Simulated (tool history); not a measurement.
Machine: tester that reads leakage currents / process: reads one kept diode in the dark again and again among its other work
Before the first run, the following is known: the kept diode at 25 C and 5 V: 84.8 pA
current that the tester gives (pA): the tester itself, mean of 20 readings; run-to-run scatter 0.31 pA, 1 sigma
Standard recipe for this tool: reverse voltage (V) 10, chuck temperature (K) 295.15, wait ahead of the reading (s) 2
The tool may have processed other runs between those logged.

run	day	reverse voltage (V)	chuck temperature (K)	wait ahead of the reading (s)	current that the tester gives (pA)
1	0	10	295.15	2	128.47
2	6.325	10	295.15	2	130.2
3	15.067	10	295.15	2	105.62
4	20.962	10	295.15	2	106.85
5	27.688	10	295.15	2	109.46
6	32.433	10	296.15	2	118.94
7	40.638	10	295.15	2	113.43
8	50.867	10	295.15	2	116.29
9	59.096	10	295.15	2	118.15
10	66.512	2.2	295.15	2	47.15
11	77.554	2.2	295.15	2	48.25
12	87.554	2.2	295.15	2	48.83
13	95.208	10	295.15	1.08	129.93
14	100.642	10	295.15	1.08	131.69
15	107.562	10	295.15	1.08	133.66
16	117.233	10	295.15	2	135.91
17	126.567	10	295.15	2	140.34
18	133.642	10	295.15	2	142.1
19	142.333	10	295.15	2	153.63
20	153.333	4.3	308.15	0.46	214.43
21	162.271	4	301.15	2	121.9
22	173.258	10	296.15	0.53	148.66
23	178.071	2.6	301.15	0.53	97.12
24	183.304	2.6	301.15	0.53	97.87
25	188.942	2.6	301.15	0.53	98.71
26	196.7	10	306.15	1.14	249.16
27	205.442	10.7	295.15	0.91	117.94
28	212.55	17.6	295.15	0.8	165.95
29	221.358	7.5	294.15	0.58	91.61
30	229.571	4.2	329.15	3.55	758.81
31	236.321	10	313.15	0.92	432.32
32	244.962	10	313.15	0.54	440.27
33	251.012	3.6	296.15	0.36	70.76
34	256.546	1.5	295.15	2	37.84
35	261.792	1.5	319.15	1.44	216.47
36	266.929	2.2	306.15	6.66	109.11
37	276.262	2.3	304.15	2	100.25
38	286.35	1.1	328.15	2	338.67

Not shown: 6 entries that the log had between the listed runs. Between which runs, and how does the tool's hidden state differ before and after?
Logged between run 2 and run 3: probe card cleaned and baked (day 9.283)
  stray current of the dirty probe card, pA a volt: 2.746 -> 0.141; current scale over the true one, %: -0.64 -> -0.68; true chuck temperature over the reading, C: 0.41 -> 0.51
  the result without the hidden state subtracted from the measured one, current that the tester gives (pA): +29.82 -> +4.8
Logged between run 18 and run 19: chuck's temperature calibrated (day 138.679)
  stray current of the dirty probe card, pA a volt: 2.597 -> 2.782; current scale over the true one, %: -1.21 -> -1.25; true chuck temperature over the reading, C: 1.95 -> 3.03
  the result without the hidden state subtracted from the measured one, current that the tester gives (pA): +41.44 -> +53.51
Logged between run 19 and run 20: probe card cleaned and baked (day 144.754)
  stray current of the dirty probe card, pA a volt: 2.782 -> 0.197; current scale over the true one, %: -1.25 -> -1.3; true chuck temperature over the reading, C: 3.03 -> 3.17
  the result without the hidden state subtracted from the measured one, current that the tester gives (pA): +53.51 -> +43.56
Logged between run 25 and run 26: chuck's temperature calibrated, once more (day 195.829)
  stray current of the dirty probe card, pA a volt: 0.947 -> 1.105; current scale over the true one, %: -1.45 -> -1.49; true chuck temperature over the reading, C: 3.6 -> 0.05
  the result without the hidden state subtracted from the measured one, current that the tester gives (pA): +24.82 -> +8.09
Logged between run 36 and run 37: tester calibrated (day 275.362)
  stray current of the dirty probe card, pA a volt: 2.545 -> 2.73; current scale over the true one, %: -1.8 -> 0.11; true chuck temperature over the reading, C: 0.91 -> 1.02
  the result without the hidden state subtracted from the measured one, current that the tester gives (pA): +10.67 -> +13.48
Logged between run 37 and run 38: probe card cleaned and baked (day 279.942)
  stray current of the dirty probe card, pA a volt: 2.73 -> 0.169; current scale over the true one, %: 0.11 -> 0.07; true chuck temperature over the reading, C: 1.02 -> 1.14
  the result without the hidden state subtracted from the measured one, current that the tester gives (pA): +13.48 -> +25.14

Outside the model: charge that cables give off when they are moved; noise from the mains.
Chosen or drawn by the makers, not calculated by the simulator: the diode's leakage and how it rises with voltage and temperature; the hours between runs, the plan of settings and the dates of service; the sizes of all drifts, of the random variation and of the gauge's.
